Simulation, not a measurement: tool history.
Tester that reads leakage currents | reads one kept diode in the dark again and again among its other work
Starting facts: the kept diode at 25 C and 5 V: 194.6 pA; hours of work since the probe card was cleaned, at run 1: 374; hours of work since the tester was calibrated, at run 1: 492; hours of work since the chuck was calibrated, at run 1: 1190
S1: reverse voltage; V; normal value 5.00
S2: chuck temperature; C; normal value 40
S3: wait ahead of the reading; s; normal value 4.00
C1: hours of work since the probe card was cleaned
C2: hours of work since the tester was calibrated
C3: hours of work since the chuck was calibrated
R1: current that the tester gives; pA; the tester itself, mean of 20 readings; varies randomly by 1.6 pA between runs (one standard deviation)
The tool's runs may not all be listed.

| run | hour | S1 | S2 | S3 | C1 | C2 | C3 | R1 |
|---|---|---|---|---|---|---|---|---|
| 1 | 0.0 | 5.00 | 40 | 4.00 | 374 | 492 | 1190 | 581.93 |
| 2 | 22.1 | 5.00 | 40 | 4.00 | 386 | 505 | 1202 | 582.63 |
| 3 | 55.3 | 5.00 | 40 | 3.56 | 405 | 523 | 1220 | 582.86 |
| 4 | 79.2 | 5.00 | 40 | 0.76 | 418 | 536 | 1233 | 584.48 |
| 5 | 105.0 | 5.00 | 47 | 0.76 | 432 | 550 | 1247 | 921.64 |
| 6 | 137.0 | 5.00 | 40 | 4.00 | 450 | 568 | 1265 | 583.99 |
| 7 | 159.4 | 5.00 | 40 | 4.00 | 462 | 580 | 1277 | 582.80 |
| 8 | 179.1 | 5.00 | 40 | 4.00 | 473 | 591 | 1288 | 587.02 |
|  | 184.1 | chuck's temperature calibrated |
| 9 | 196.9 | 13.61 | 23 | 0.44 | 482 | 600 | 7 | 252.52 |
| 10 | 225.9 | 13.61 | 28 | 0.44 | 497 | 615 | 23 | 362.32 |
| 11 | 258.8 | 13.16 | 26 | 0.33 | 515 | 634 | 41 | 313.26 |
|  | 263.0 | chuck's temperature calibrated, once more |
| 12 | 295.1 | 13.16 | 26 | 0.33 | 534 | 652 | 18 | 297.54 |
| 13 | 315.9 | 13.16 | 33 | 0.33 | 546 | 664 | 29 | 488.10 |
| 14 | 350.0 | 5.00 | 40 | 4.00 | 565 | 683 | 48 | 560.26 |

For each run, the measured value with the value that run would have given without the tool's hidden condition subtracted. The run-to-run variation is shared by both, the gauge scatter possibly not:
The hidden state here: stray current of the dirty probe card, pA a volt; current scale over the true one, %; true chuck temperature over the reading, C; drift of the gauge itself on leakage_pa, %.
| run | R1 |
|---|---|
| 1 | +19.65 |
| 2 | +19.89 |
| 3 | +20.22 |
| 4 | +20.49 |
| 5 | +31.24 |
| 6 | +21.09 |
| 7 | +21.26 |
| 8 | +21.61 |
| 9 | +12.91 |
| 10 | +17.79 |
| 11 | +15.80 |
| 12 | +1.12 |
| 13 | +1.20 |
| 14 | +0.64 |
